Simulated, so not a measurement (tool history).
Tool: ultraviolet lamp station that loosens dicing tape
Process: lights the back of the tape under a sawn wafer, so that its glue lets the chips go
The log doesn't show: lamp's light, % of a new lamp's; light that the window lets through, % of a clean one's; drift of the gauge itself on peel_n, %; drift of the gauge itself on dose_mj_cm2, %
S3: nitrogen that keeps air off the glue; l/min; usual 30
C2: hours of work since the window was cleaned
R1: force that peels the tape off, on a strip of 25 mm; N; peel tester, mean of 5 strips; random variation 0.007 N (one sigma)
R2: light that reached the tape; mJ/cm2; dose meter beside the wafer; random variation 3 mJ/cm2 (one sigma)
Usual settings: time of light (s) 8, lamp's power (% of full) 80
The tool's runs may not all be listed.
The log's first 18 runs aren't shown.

Run 19, hour 426.7: usual settings but lamp's power (% of full) 68; hours of work of the lamp 491; C2 102. Result: R1 0.329 N, R2 383 mJ/cm2.
Run 20, hour 441.9: usual settings; hours of work of the lamp 497; C2 108. Result: R1 0.247 N, R2 446 mJ/cm2.
Run 21, hour 468.9: usual settings but time of light (s) 4, lamp's power (% of full) 69, S3 27 l/min; hours of work of the lamp 508; C2 119. Result: R1 1.367 N, R2 194 mJ/cm2.
Run 22, hour 499.0: usual settings but lamp's power (% of full) 78; hours of work of the lamp 521; C2 131. Result: R1 0.266 N, R2 440 mJ/cm2.
Run 23, hour 523.6: usual settings but time of light (s) 10, lamp's power (% of full) 73; hours of work of the lamp 531; C2 141. Result: R1 0.189 N, R2 512 mJ/cm2.
Run 24, hour 559.2: usual settings but time of light (s) 7, lamp's power (% of full) 73, S3 17 l/min; hours of work of the lamp 545; C2 156. Result: R1 0.566 N, R2 360 mJ/cm2.
Run 25, hour 586.3: usual settings but time of light (s) 14, S3 11 l/min; hours of work of the lamp 556; C2 167. Result: R1 0.178 N, R2 782 mJ/cm2.
Run 26, hour 610.0: usual settings but time of light (s) 14, S3 11 l/min; hours of work of the lamp 566; C2 176. Result: R1 0.189 N, R2 791 mJ/cm2.
Run 27, hour 632.4: usual settings but lamp's power (% of full) 68, S3 31 l/min; hours of work of the lamp 575; C2 186. Result: R1 0.315 N, R2 383 mJ/cm2.
Run 28, hour 666.0: usual settings but time of light (s) 10, lamp's power (% of full) 71; hours of work of the lamp 589; C2 199. Result: R1 0.213 N, R2 491 mJ/cm2.
Run 29, hour 692.1: usual settings but time of light (s) 10, lamp's power (% of full) 71, S3 23 l/min; hours of work of the lamp 599; C2 210. Result: R1 0.228 N, R2 498 mJ/cm2.
Run 30, hour 725.5: usual settings but time of light (s) 10, lamp's power (% of full) 71, S3 23 l/min; hours of work of the lamp 613; C2 224. Result: R1 0.233 N, R2 495 mJ/cm2.
Run 31, hour 756.0: usual settings but time of light (s) 10, lamp's power (% of full) 82, S3 39 l/min; hours of work of the lamp 625; C2 236. Result: R1 0.172 N, R2 577 mJ/cm2.
Run 32, hour 773.9: usual settings but time of light (s) 11, lamp's power (% of full) 64, S3 38 l/min; hours of work of the lamp 633; C2 243. Result: R1 0.186 N, R2 496 mJ/cm2.
Run 33, hour 805.6: usual settings but time of light (s) 5, lamp's power (% of full) 72, S3 17 l/min; hours of work of the lamp 645; C2 256. Result: R1 1.112 N, R2 252 mJ/cm2.
Run 34, hour 820.8: usual settings but time of light (s) 6, lamp's power (% of full) 89, S3 14 l/min; hours of work of the lamp 652; C2 262. Result: R1 0.605 N, R2 376 mJ/cm2.
Run 35, hour 844.3: usual settings but time of light (s) 6, lamp's power (% of full) 89, S3 14 l/min; hours of work of the lamp 661; C2 272. Result: R1 0.584 N, R2 374 mJ/cm2.
Run 36, hour 867.0: usual settings but time of light (s) 6, lamp's power (% of full) 89, S3 14 l/min; hours of work of the lamp 671; C2 281. Result: R1 0.566 N, R2 371 mJ/cm2.
Run 37, hour 903.6: usual settings but time of light (s) 6, lamp's power (% of full) 89, S3 14 l/min; hours of work of the lamp 685; C2 296. Result: R1 0.593 N, R2 370 mJ/cm2.
Run 38, hour 937.9: usual settings but time of light (s) 4, lamp's power (% of full) 73, S3 9 l/min; hours of work of the lamp 699; C2 310. Result: R1 2.146 N, R2 208 mJ/cm2.
Run 39, hour 956.6: usual settings but time of light (s) 4, lamp's power (% of full) 73, S3 9 l/min; hours of work of the lamp 707; C2 318. Result: R1 2.123 N, R2 209 mJ/cm2.

5 ways to go on from here, each from the tool as it stands after run 39. What would each give?
Run A, hour 974.0: usual settings but time of light (s) 11, S3 10 l/min; hours of work of the lamp 714; C2 325. Result: R1 ?, R2 ?.
Run B, hour 974.0: usual settings but time of light (s) 11, lamp's power (% of full) 93, S3 21 l/min; hours of work of the lamp 714; C2 325. Result: R1 ?, R2 ?.
Run C, hour 974.0: usual settings but time of light (s) 7, lamp's power (% of full) 95; hours of work of the lamp 714; C2 325. Result: R1 ?, R2 ?.
Run D, hour 974.0: usual settings but time of light (s) 12, lamp's power (% of full) 81, S3 29 l/min; hours of work of the lamp 714; C2 325. Result: R1 ?, R2 ?.
Run E, hour 974.0: usual settings but time of light (s) 15, lamp's power (% of full) 70, S3 36 l/min; hours of work of the lamp 714; C2 325. Result: R1 ?, R2 ?.

run     R1   R2
  A  0.268  612
  B  0.170  717
  C  0.222  465
  D  0.155  671
  E  0.162  736
Without the tool's hidden state the same runs would have given:
run     R1   R2
  A  0.267  613
  B  0.170  718
  C  0.221  466
  D  0.155  672
  E  0.162  738

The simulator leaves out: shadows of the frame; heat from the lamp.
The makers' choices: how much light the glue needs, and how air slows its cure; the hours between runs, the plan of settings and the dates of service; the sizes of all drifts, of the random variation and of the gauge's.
